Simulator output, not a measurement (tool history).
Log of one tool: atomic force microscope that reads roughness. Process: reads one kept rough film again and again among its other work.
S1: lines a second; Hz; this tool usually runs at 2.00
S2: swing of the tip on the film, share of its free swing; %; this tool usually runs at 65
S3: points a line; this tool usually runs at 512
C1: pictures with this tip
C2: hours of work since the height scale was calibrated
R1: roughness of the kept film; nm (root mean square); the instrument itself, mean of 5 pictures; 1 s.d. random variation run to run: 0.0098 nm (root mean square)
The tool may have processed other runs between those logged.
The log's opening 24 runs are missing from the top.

| run | hour | S1 | S2 | S3 | C1 | C2 | R1 |
|---|---|---|---|---|---|---|---|
| 25 | 1321.1 | 2.00 | 65 | 512 | 141 | 1103 | 2.218 |
| 26 | 1367.6 | 2.00 | 65 | 512 | 191 | 1128 | 2.236 |
| 27 | 1444.1 | 2.00 | 88 | 412 | 272 | 1169 | 2.037 |
|  | 1466.4 | new tip fitted |
| 28 | 1518.6 | 0.99 | 78 | 412 | 56 | 1209 | 2.217 |
| 29 | 1553.7 | 1.61 | 78 | 316 | 93 | 1228 | 2.153 |
| 30 | 1602.1 | 1.67 | 78 | 806 | 145 | 1254 | 2.183 |
| 31 | 1652.2 | 1.67 | 78 | 806 | 198 | 1281 | 2.198 |
| 32 | 1709.3 | 1.67 | 78 | 806 | 259 | 1312 | 2.181 |
|  | 1747.6 | new tip fitted |
| 33 | 1781.9 | 1.67 | 78 | 806 | 37 | 1351 | 2.203 |
| 34 | 1815.1 | 1.82 | 77 | 793 | 72 | 1369 | 2.197 |
| 35 | 1878.9 | 1.82 | 77 | 793 | 140 | 1403 | 2.187 |
| 36 | 1927.3 | 0.97 | 59 | 478 | 192 | 1429 | 2.300 |
| 37 | 1994.8 | 2.73 | 59 | 348 | 263 | 1466 | 2.210 |
|  | 2026.9 | new tip fitted |
| 38 | 2027.5 | 1.26 | 58 | 748 | 1 | 1483 | 2.309 |
| 39 | 2059.8 | 2.00 | 67 | 515 | 35 | 1501 | 2.230 |

Run 40 is up next; what results do you expect?
| 40 | 2094.5 | 0.80 | 59 | 512 | 72 | 1519 | ? |

{"run 40": {"R1": 2.292}}
Were there no unlogged condition in the tool, this run, its random variation unchanged, would have produced R1 2.294 nm (root mean square).
